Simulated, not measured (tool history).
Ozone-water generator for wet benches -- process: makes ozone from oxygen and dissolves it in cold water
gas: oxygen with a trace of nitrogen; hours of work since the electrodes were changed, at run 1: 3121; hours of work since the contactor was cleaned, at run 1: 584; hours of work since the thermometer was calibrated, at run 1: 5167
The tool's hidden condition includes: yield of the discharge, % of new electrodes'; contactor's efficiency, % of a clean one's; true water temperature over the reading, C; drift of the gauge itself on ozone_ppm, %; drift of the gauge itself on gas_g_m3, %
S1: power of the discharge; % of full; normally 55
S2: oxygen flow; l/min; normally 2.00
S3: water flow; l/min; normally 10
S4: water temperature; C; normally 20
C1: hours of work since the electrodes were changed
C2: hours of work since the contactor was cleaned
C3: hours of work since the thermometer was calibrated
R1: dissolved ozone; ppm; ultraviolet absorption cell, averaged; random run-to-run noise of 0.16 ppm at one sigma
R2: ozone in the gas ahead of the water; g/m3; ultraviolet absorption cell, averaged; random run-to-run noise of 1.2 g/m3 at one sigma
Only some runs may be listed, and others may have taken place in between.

run    hour  S1    S2  S3  S4    C1    C2    C3    R1     R2
  1     0.0  55  2.00  10  20  3121   584  5167  21.6  223.1
  2    98.7  55  2.00  10  20  3188   651  5234  21.7  222.3
  3   195.9  55  2.00  10  20  3255   717  5300  21.6  222.8
  4   307.2  55  2.00  10  20  3330   793  5376  21.4  223.1
  5   411.2  55  2.00  10  20  3401   864  5447  21.3  221.4
  6   526.8  55  2.00  10  20  3480   943  5526  21.4  223.6
  7   617.9  55  2.00  10  20  3542  1005  5588  21.4  221.8
      705.0  -- water thermometer calibrated
  8   718.6  55  1.58  10  20  3610  1073     9  20.0  240.9
  9   791.4  55  1.58  10  20  3660  1123    59  19.9  239.0
 10   890.3  55  1.58  10  20  3727  1190   126  20.0  237.0
 11   945.1  55  1.58  10  20  3765  1227   164  19.9  237.7
 12   998.5  55  2.00  10  20  3801  1264   200  21.3  222.3
 13  1082.1  49  2.00  10  20  3858  1321   257  19.2  197.2
 14  1140.9  49  2.00  10  20  3898  1361   297  19.4  199.6
 15  1217.0  49  2.00  10  20  3950  1412   349  19.3  198.8
 16  1310.9  55  2.00  10  18  4014  1476   413  22.0  219.8
 17  1400.3  55  1.95  10  20  4075  1537   474  21.4  221.9
 18  1453.2  55  1.95  14  25  4111  1573   510  14.3  221.2
 19  1557.2  60  2.00  12  24  4181  1644   580  18.6  239.1
 20  1654.9  60  2.00  12  24  4248  1711   647  18.9  239.6
 21  1707.9  46  3.06   8  12  4284  1747   683  27.3  162.8
 22  1764.2  97  2.54   8  12  4322  1785   721  51.6  340.5
 23  1833.2  97  2.54   8  12  4369  1832   768  52.3  340.4
 24  1955.0  55  3.39  15  22  4452  1915   851  16.3  183.3
 25  2051.3  55  3.39  15  22  4518  1981   917  16.3  183.6
 26  2138.1  62  2.00   9  20  4577  2040   976  25.9  242.4
 27  2226.6  62  2.00   9  20  4637  2100  1036  26.2  243.0
     2341.1  -- gauge calibrated
 28  2349.1  68  2.00   8  20  4721  2183  1120  31.6  271.5
 29  2462.9  68  2.00  10  20  4798  2261  1197  25.8  269.1
 30  2569.9  60  2.00  10  17  4871  2334  1270  24.2  243.1
 31  2648.9  60  2.00  10  17  4925  2388  1324  23.7  240.8
 32  2718.0  55  2.00   6  15  4972  2435  1371  34.5  222.3
 33  2771.0  41  1.74  10  13  5008  2471  1407  16.9  177.7
 34  2856.3  52  2.00   7  20  5066  2529  1465  27.7  209.4

What if the next run were any one of these 3? Each begins from the tool's condition after run 34:
  A  2934.4  52  2.00   7  19  5119  2582  1518   ?   ?
  B  2934.4  81  2.00  12  20  5119  2582  1518   ?   ?
  C  2934.4  45  2.00   7  20  5119  2582  1518   ?   ?

run    R1     R2
  A  27.7  210.4
  B  25.7  314.1
  C  23.9  184.5
With no hidden state in the tool, these same runs would have given:
run    R1     R2
  A  27.8  212.4
  B  25.8  317.3
  C  23.9  186.2

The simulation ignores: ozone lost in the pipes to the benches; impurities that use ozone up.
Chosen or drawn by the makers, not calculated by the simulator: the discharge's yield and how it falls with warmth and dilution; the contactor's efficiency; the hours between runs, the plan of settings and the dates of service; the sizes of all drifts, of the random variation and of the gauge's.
